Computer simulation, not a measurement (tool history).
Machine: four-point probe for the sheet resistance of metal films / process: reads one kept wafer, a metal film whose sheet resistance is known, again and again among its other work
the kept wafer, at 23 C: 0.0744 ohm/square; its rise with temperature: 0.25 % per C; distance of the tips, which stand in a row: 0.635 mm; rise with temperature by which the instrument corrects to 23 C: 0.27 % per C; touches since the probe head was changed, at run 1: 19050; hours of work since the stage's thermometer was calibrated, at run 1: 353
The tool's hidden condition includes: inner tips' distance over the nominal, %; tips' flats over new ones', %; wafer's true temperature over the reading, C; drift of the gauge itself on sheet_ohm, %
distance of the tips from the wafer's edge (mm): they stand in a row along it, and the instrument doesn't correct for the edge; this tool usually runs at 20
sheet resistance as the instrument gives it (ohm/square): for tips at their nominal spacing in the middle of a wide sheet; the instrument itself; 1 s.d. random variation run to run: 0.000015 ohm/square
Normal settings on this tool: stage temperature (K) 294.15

run	hour	stage temperature (K)	distance of the tips from the wafer's edge (mm)	touches since the probe head was changed	hours of work since the stage's thermometer was calibrated	sheet resistance as the instrument gives it (ohm/square)
1	0	294.15	20	19050	353	0.074513
2	17.7	294.15	20	19432	360	0.074515
3	34.7	294.15	20	19800	368	0.074509
4	63.9	294.15	20	20428	380	0.074524
5	86.4	302.15	20	20914	390	0.074419
6	108.2	302.15	20	21385	400	0.074413
7	137.9	302.15	20	22025	413	0.074409
8	164.3	302.15	20	22595	424	0.074386
# hour 167.6: stage's thermometer calibrated
9	183.1	302.15	20	22989	7	0.074392
10	208.7	302.15	20	23542	18	0.074379
11	232	294.15	20	24045	28	0.074457
12	258.1	294.15	6	24608	40	0.074875
13	271.3	293.15	6	24894	45	0.074873
# hour 275.3: stage's thermometer calibrated, once more
14	291.1	293.15	6	25309	7	0.07488
15	318.3	299.15	25	25897	19	0.074391
16	331.9	291.15	7	26190	25	0.074788
17	360.1	294.15	33	26799	37	0.074414
18	383.7	302.15	60	27306	47	0.074308
19	413.6	291.15	7	27951	60	0.074755
20	430.5	307.15	9	28317	68	0.07447
21	448.6	291.15	8	28708	76	0.074658
22	468.8	291.15	8	29143	85	0.074667
23	488.8	304.15	40	29574	93	0.074281
24	503.8	304.15	40	29899	100	0.074273
25	522.8	304.15	40	30309	108	0.07428
26	551.2	304.15	40	30920	121	0.07426
27	565.1	297.15	4	31220	127	0.075337
28	584.2	306.15	3	31634	135	0.075971

Predict each of these 4 candidate next runs independently; none follows another, all start after run 28:
A	596.5	299.15	3	31897	141	?
B	596.5	291.15	6	31897	141	?
C	596.5	305.15	3	31897	141	?
D	596.5	294.15	5	31897	141	?

run	sheet resistance as the instrument gives it (ohm/square)
A	0.076036
B	0.074819
C	0.075982
D	0.075
With no hidden state in the tool, these same runs would have given:
run	sheet resistance as the instrument gives it (ohm/square)
A	0.07611
B	0.074892
C	0.076056
D	0.075073

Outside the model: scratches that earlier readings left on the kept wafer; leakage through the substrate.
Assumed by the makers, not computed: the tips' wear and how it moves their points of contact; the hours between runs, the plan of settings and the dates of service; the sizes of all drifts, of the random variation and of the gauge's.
